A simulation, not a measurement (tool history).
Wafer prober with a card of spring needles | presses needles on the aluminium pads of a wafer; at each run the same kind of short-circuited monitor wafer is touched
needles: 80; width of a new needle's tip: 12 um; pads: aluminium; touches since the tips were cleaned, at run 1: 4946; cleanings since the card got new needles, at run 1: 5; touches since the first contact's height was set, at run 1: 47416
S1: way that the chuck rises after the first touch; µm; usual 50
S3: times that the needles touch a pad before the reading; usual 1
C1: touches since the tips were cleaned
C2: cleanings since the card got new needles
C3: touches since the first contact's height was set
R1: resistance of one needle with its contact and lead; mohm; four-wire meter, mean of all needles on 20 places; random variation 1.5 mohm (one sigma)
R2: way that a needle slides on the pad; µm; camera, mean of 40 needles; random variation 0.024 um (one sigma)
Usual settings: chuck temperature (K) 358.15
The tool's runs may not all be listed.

{"run": 1, "day": 0.0, "S1": 50, "chuck temperature (K)": 358.15, "S3": 1, "C1": 4946, "C2": 5, "C3": 47416, "R1": 283, "R2": 11.48}
{"run": 2, "day": 0.362, "S1": 50, "chuck temperature (K)": 358.15, "S3": 1, "C1": 7121, "C2": 5, "C3": 49591, "R1": 306, "R2": 11.47}
{"day": 0.492, "done": "tips cleaned on abrasive film"}
{"run": 3, "day": 0.571, "S1": 50, "chuck temperature (K)": 303.15, "S3": 1, "C1": 494, "C2": 6, "C3": 50842, "R1": 171, "R2": 11.43}
{"run": 4, "day": 0.829, "S1": 59, "chuck temperature (K)": 358.15, "S3": 1, "C1": 2052, "C2": 6, "C3": 52400, "R1": 205, "R2": 13.54}
{"run": 5, "day": 1.192, "S1": 59, "chuck temperature (K)": 358.15, "S3": 1, "C1": 4239, "C2": 6, "C3": 54587, "R1": 242, "R2": 13.5}
{"run": 6, "day": 1.421, "S1": 59, "chuck temperature (K)": 358.15, "S3": 1, "C1": 5614, "C2": 6, "C3": 55962, "R1": 251, "R2": 13.52}
{"run": 7, "day": 1.654, "S1": 59, "chuck temperature (K)": 358.15, "S3": 1, "C1": 7032, "C2": 6, "C3": 57380, "R1": 265, "R2": 13.47}
{"day": 1.8, "done": "tips cleaned on abrasive film"}
{"run": 8, "day": 1.988, "S1": 59, "chuck temperature (K)": 358.15, "S3": 1, "C1": 1132, "C2": 7, "C3": 59363, "R1": 191, "R2": 13.52}
{"run": 9, "day": 2.396, "S1": 59, "chuck temperature (K)": 358.15, "S3": 1, "C1": 3590, "C2": 7, "C3": 61821, "R1": 231, "R2": 13.51}
{"run": 10, "day": 2.783, "S1": 50, "chuck temperature (K)": 390.15, "S3": 1, "C1": 5928, "C2": 7, "C3": 64159, "R1": 291, "R2": 11.4}
{"day": 3.1, "done": "tips cleaned on abrasive film"}
{"run": 11, "day": 3.204, "S1": 50, "chuck temperature (K)": 390.15, "S3": 1, "C1": 638, "C2": 8, "C3": 66683, "R1": 182, "R2": 11.41}
{"run": 12, "day": 3.588, "S1": 50, "chuck temperature (K)": 390.15, "S3": 1, "C1": 2944, "C2": 8, "C3": 68989, "R1": 250, "R2": 11.42}
{"run": 13, "day": 3.854, "S1": 50, "chuck temperature (K)": 358.15, "S3": 1, "C1": 4548, "C2": 8, "C3": 70593, "R1": 281, "R2": 11.45}
{"run": 14, "day": 4.129, "S1": 50, "chuck temperature (K)": 358.15, "S3": 1, "C1": 6210, "C2": 8, "C3": 72255, "R1": 298, "R2": 11.41}
{"run": 15, "day": 4.346, "S1": 50, "chuck temperature (K)": 358.15, "S3": 1, "C1": 7512, "C2": 8, "C3": 73557, "R1": 314, "R2": 11.4}
{"day": 4.412, "done": "tips cleaned on abrasive film"}
{"run": 16, "day": 4.546, "S1": 50, "chuck temperature (K)": 358.15, "S3": 1, "C1": 811, "C2": 9, "C3": 74752, "R1": 187, "R2": 11.45}
{"run": 17, "day": 4.808, "S1": 50, "chuck temperature (K)": 358.15, "S3": 1, "C1": 2386, "C2": 9, "C3": 76327, "R1": 233, "R2": 11.42}
{"run": 18, "day": 5.142, "S1": 50, "chuck temperature (K)": 358.15, "S3": 1, "C1": 4416, "C2": 9, "C3": 78357, "R1": 274, "R2": 11.4}
{"run": 19, "day": 5.4, "S1": 48, "chuck temperature (K)": 358.15, "S3": 1, "C1": 5955, "C2": 9, "C3": 79896, "R1": 301, "R2": 10.94}
{"run": 20, "day": 5.617, "S1": 57, "chuck temperature (K)": 304.15, "S3": 2, "C1": 7260, "C2": 9, "C3": 81201, "R1": 219, "R2": 12.98}
{"day": 5.667, "done": "height of the first contact set anew"}
{"day": 5.729, "done": "tips cleaned on abrasive film"}
{"run": 21, "day": 5.896, "S1": 50, "chuck temperature (K)": 315.15, "S3": 1, "C1": 1012, "C2": 10, "C3": 1354, "R1": 187, "R2": 11.34}
{"run": 22, "day": 6.154, "S1": 42, "chuck temperature (K)": 358.15, "S3": 1, "C1": 2572, "C2": 10, "C3": 2914, "R1": 274, "R2": 9.56}
{"run": 23, "day": 6.496, "S1": 58, "chuck temperature (K)": 358.15, "S3": 1, "C1": 4628, "C2": 10, "C3": 4970, "R1": 250, "R2": 13.21}
{"run": 24, "day": 6.771, "S1": 57, "chuck temperature (K)": 395.15, "S3": 1, "C1": 6293, "C2": 10, "C3": 6635, "R1": 261, "R2": 12.98}
{"day": 7.033, "done": "tips cleaned on abrasive film"}
{"run": 25, "day": 7.138, "S1": 57, "chuck temperature (K)": 395.15, "S3": 1, "C1": 626, "C2": 11, "C3": 8820, "R1": 175, "R2": 13.0}
{"run": 26, "day": 7.354, "S1": 39, "chuck temperature (K)": 368.15, "S3": 1, "C1": 1941, "C2": 11, "C3": 10135, "R1": 280, "R2": 8.82}
{"day": 7.633, "done": "height of the first contact set anew, once more"}
{"run": 27, "day": 7.746, "S1": 39, "chuck temperature (K)": 364.15, "S3": 3, "C1": 4228, "C2": 11, "C3": 680, "R1": 216, "R2": 8.94}
{"run": 28, "day": 7.988, "S1": 39, "chuck temperature (K)": 364.15, "S3": 3, "C1": 5694, "C2": 11, "C3": 2146, "R1": 225, "R2": 8.96}
{"run": 29, "day": 8.271, "S1": 39, "chuck temperature (K)": 370.15, "S3": 3, "C1": 7407, "C2": 11, "C3": 3859, "R1": 235, "R2": 8.96}
{"day": 8.346, "done": "tips cleaned on abrasive film"}
{"run": 30, "day": 8.642, "S1": 33, "chuck temperature (K)": 298.15, "S3": 1, "C1": 1790, "C2": 12, "C3": 6061, "R1": 312, "R2": 7.56}
{"run": 31, "day": 9.046, "S1": 38, "chuck temperature (K)": 298.15, "S3": 2, "C1": 4240, "C2": 12, "C3": 8511, "R1": 274, "R2": 8.7}
{"run": 32, "day": 9.321, "S1": 56, "chuck temperature (K)": 350.15, "S3": 2, "C1": 5891, "C2": 12, "C3": 10162, "R1": 219, "R2": 12.88}
{"day": 9.654, "done": "tips cleaned on abrasive film"}
{"run": 33, "day": 9.729, "S1": 39, "chuck temperature (K)": 350.15, "S3": 2, "C1": 451, "C2": 13, "C3": 12604, "R1": 178, "R2": 9.01}
{"run": 34, "day": 10.046, "S1": 57, "chuck temperature (K)": 382.15, "S3": 1, "C1": 2363, "C2": 13, "C3": 14516, "R1": 216, "R2": 13.12}
{"run": 35, "day": 10.462, "S1": 30, "chuck temperature (K)": 326.15, "S3": 1, "C1": 4865, "C2": 13, "C3": 17018, "R1": 497, "R2": 6.89}

4 ways to go on from here, each from the tool as it stands after run 35. What would each give?
{"run": "A", "day": 10.892, "S1": 56, "chuck temperature (K)": 326.15, "S3": 1, "C1": 7475, "C2": 13, "C3": 19628, "R1": "?", "R2": "?"}
{"run": "B", "day": 10.892, "S1": 43, "chuck temperature (K)": 356.15, "S3": 3, "C1": 7475, "C2": 13, "C3": 19628, "R1": "?", "R2": "?"}
{"run": "C", "day": 10.892, "S1": 63, "chuck temperature (K)": 318.15, "S3": 3, "C1": 7475, "C2": 13, "C3": 19628, "R1": "?", "R2": "?"}
{"run": "D", "day": 10.892, "S1": 50, "chuck temperature (K)": 380.15, "S3": 2, "C1": 7475, "C2": 13, "C3": 19628, "R1": "?", "R2": "?"}

run=A R1=278 R2=12.85
run=B R1=221 R2=9.87
run=C R1=179 R2=14.50
run=D R1=241 R2=11.49
Without the tool's hidden state the same runs would have given:
run=A R1=136 R2=12.87
run=B R1=145 R2=9.89
run=C R1=135 R2=14.52
run=D R1=146 R2=11.52
